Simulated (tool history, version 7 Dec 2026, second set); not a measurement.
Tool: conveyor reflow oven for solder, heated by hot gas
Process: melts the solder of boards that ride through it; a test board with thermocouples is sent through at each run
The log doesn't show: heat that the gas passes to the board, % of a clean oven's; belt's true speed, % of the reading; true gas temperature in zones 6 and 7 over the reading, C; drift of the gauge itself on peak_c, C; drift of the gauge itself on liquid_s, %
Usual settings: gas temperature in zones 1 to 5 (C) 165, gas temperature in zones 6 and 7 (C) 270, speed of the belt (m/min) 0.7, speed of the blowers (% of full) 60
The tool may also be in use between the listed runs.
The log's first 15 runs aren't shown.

run	hour	gas temperature in zones 1 to 5 (C)	gas temperature in zones 6 and 7 (C)	speed of the belt (m/min)	speed of the blowers (% of full)	hours of work since the flux was cleaned out	hours of work since the belt drive was overhauled	hours of work since the thermocouples were changed	highest temperature of the board (C)	time above the solder's melting point (s)
16	1116.7	165	274	0.793	60	44	140	170	252	42.2
17	1207.7	164	270	0.643	60	83	179	210	255.8	55.9
18	1292.5	164	274	0.643	60	121	217	247	259.6	57.5
19	1350.6	164	274	0.643	60	146	242	273	259.1	58.5
20	1449.4	164	274	0.643	60	190	285	316	259.3	58.6
21	1542.2	165	270	0.688	60	230	326	357	253.5	50.7
22	1625.9	159	270	0.7	86	267	363	393	258.9	52.1
23	1682.9	168	270	0.831	86	292	388	418	254.1	43
24	1753.4	176	270	0.831	86	323	419	449	255.5	45.5
25	1820.2	176	270	0.831	86	352	448	479	255.2	46.1
# hour 1884.3: flux residue cleaned out of gas plates and filters
26	1925.1	176	270	0.831	86	18	492	522	258.1	47.4
27	2017.3	171	264	0.831	86	58	532	563	251.7	43.1
28	2101.8	171	264	0.831	86	95	569	600	251.9	42.9
29	2175.7	168	278	0.791	51	128	602	632	253.9	43.6
30	2237.1	179	270	0.7	70	155	629	659	259.4	58.6
31	2337.6	179	270	0.746	83	199	673	703	260.3	55.2

3 ways to go on from here, each from the tool as it stands after run 31. What would each give?
A	2418.7	165	274	0.683	60	234	708	739	?	?
B	2418.7	169	270	0.7	60	234	708	739	?	?
C	2418.7	168	270	0.746	83	234	708	739	?	?

run	highest temperature of the board (C)	time above the solder's melting point (s)
A	258.7	55.1
B	255.2	52.9
C	258.8	51.6
Without the tool's hidden state the same runs would have given:
run	highest temperature of the board (C)	time above the solder's melting point (s)
A	257.3	53.7
B	253.9	51.5
C	257.7	50.5

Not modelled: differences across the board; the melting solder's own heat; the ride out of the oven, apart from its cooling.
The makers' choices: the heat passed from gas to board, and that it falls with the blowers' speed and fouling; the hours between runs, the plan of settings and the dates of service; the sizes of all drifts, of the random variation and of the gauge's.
